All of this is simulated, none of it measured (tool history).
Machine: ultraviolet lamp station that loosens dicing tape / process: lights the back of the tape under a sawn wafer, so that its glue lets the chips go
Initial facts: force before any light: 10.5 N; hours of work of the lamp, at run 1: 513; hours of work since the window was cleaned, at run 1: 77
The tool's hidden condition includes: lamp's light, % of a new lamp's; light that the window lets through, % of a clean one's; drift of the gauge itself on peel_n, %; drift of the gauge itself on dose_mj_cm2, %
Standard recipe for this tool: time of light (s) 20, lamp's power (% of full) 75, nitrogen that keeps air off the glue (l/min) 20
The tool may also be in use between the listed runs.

| run | hour | time of light (s) | lamp's power (% of full) | nitrogen that keeps air off the glue (l/min) | hours of work of the lamp | hours of work since the window was cleaned | force that peels the tape off (N) | light that reached the tape (J/m2) |
|---|---|---|---|---|---|---|---|---|
| 1 | 0 | 20 | 75 | 20 | 513 | 77 | 0.641 | 1560 |
| 2 | 76.8 | 11 | 75 | 20 | 568 | 133 | 2.228 | 810 |
| 3 | 143.8 | 11 | 78 | 20 | 617 | 181 | 2.163 | 780 |
| 4 | 206 | 11 | 78 | 20 | 662 | 227 | 2.316 | 780 |
|  | 292.4 | lamp changed |
| 5 | 300 | 20 | 75 | 20 | 6 | 294 | 0.458 | 1940 |
|  | 311.5 | window cleaned of glue's vapour |
| 6 | 345 | 20 | 75 | 20 | 38 | 24 | 0.376 | 2100 |
| 7 | 413.5 | 20 | 75 | 20 | 88 | 74 | 0.424 | 1980 |
| 8 | 501.8 | 20 | 75 | 23 | 152 | 139 | 0.426 | 1900 |
| 9 | 577.6 | 20 | 75 | 23 | 207 | 194 | 0.461 | 1780 |
| 10 | 640.3 | 20 | 75 | 20 | 253 | 239 | 0.533 | 1760 |
| 11 | 705.3 | 20 | 71 | 20 | 300 | 287 | 0.692 | 1550 |
|  | 725.7 | window cleaned of glue's vapour |
| 12 | 780.4 | 11 | 67 | 6 | 354 | 40 | 3.51 | 850 |
| 13 | 864.8 | 30 | 67 | 31 | 416 | 101 | 0.297 | 2230 |
| 14 | 906.8 | 30 | 71 | 22 | 446 | 132 | 0.314 | 2280 |
| 15 | 969 | 19 | 80 | 20 | 492 | 177 | 0.69 | 1560 |
| 16 | 1056.2 | 22 | 91 | 8 | 555 | 241 | 0.835 | 1920 |
|  | 1145 | window cleaned of glue's vapour |
| 17 | 1145 | 26 | 90 | 7 | 619 | 0 | 0.629 | 2410 |
| 18 | 1224.1 | 26 | 80 | 12 | 677 | 58 | 0.579 | 2010 |
| 19 | 1266.8 | 26 | 80 | 12 | 708 | 89 | 0.645 | 1860 |
|  | 1291.8 | lamp changed |
| 20 | 1349.7 | 40 | 80 | 12 | 42 | 148 | 0.257 | 4220 |
| 21 | 1394.4 | 40 | 80 | 12 | 75 | 181 | 0.265 | 4110 |
| 22 | 1467.9 | 40 | 90 | 6 | 128 | 234 | 0.28 | 4440 |

Alternative continuations, all from the tool just after run 22; predict every row:
| A | 1557.8 | 20 | 89 | 20 | 194 | 300 | ? | ? |
| B | 1557.8 | 20 | 88 | 12 | 194 | 300 | ? | ? |
| C | 1557.8 | 20 | 75 | 36 | 194 | 300 | ? | ? |
| D | 1557.8 | 40 | 60 | 6 | 194 | 300 | ? | ? |

| run | force that peels the tape off (N) | light that reached the tape (J/m2) |
|---|---|---|
| A | 0.413 | 2030 |
| B | 0.58 | 2000 |
| C | 0.415 | 1700 |
| D | 0.533 | 2670 |
The same runs, with their run-to-run variation unchanged, on a tool lacking any hidden condition would have given:
| run | force that peels the tape off (N) | light that reached the tape (J/m2) |
|---|---|---|
| A | 0.3 | 2590 |
| B | 0.372 | 2560 |
| C | 0.304 | 2180 |
| D | 0.352 | 3430 |
